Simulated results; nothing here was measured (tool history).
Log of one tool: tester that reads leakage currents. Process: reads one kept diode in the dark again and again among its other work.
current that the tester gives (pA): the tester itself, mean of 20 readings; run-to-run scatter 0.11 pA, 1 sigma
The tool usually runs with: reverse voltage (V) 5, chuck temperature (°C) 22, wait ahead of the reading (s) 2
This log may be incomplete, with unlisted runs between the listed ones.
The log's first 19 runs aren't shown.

run	hour	reverse voltage (V)	chuck temperature (°C)	wait ahead of the reading (s)	current that the tester gives (pA)
20	1596.6	5	29	2	53.28
21	1647.7	5	29	2	53.19
22	1747.7	5	29	2	53.05
23	1799.1	1.51	22	2	19.19
24	1883.3	1.95	22	2	21.16
25	1986.9	7.51	22	6.38	36.02
26	2079.1	7.51	49	5.28	256.91
27	2138.8	7.51	49	5.28	259.54
28	2207.9	5	51	2	251.14
29	2319.4	5	51	2	252.22
30	2379.6	6.03	22	2	33.55

The next listed run, before its measurement:
31	2451.5	6.03	23	3.95	?

Logged for run 31: current that the tester gives (pA) 35.84.
The same run, on a tool lacking any hidden state, would have yielded current that the tester gives (pA) 35.82.

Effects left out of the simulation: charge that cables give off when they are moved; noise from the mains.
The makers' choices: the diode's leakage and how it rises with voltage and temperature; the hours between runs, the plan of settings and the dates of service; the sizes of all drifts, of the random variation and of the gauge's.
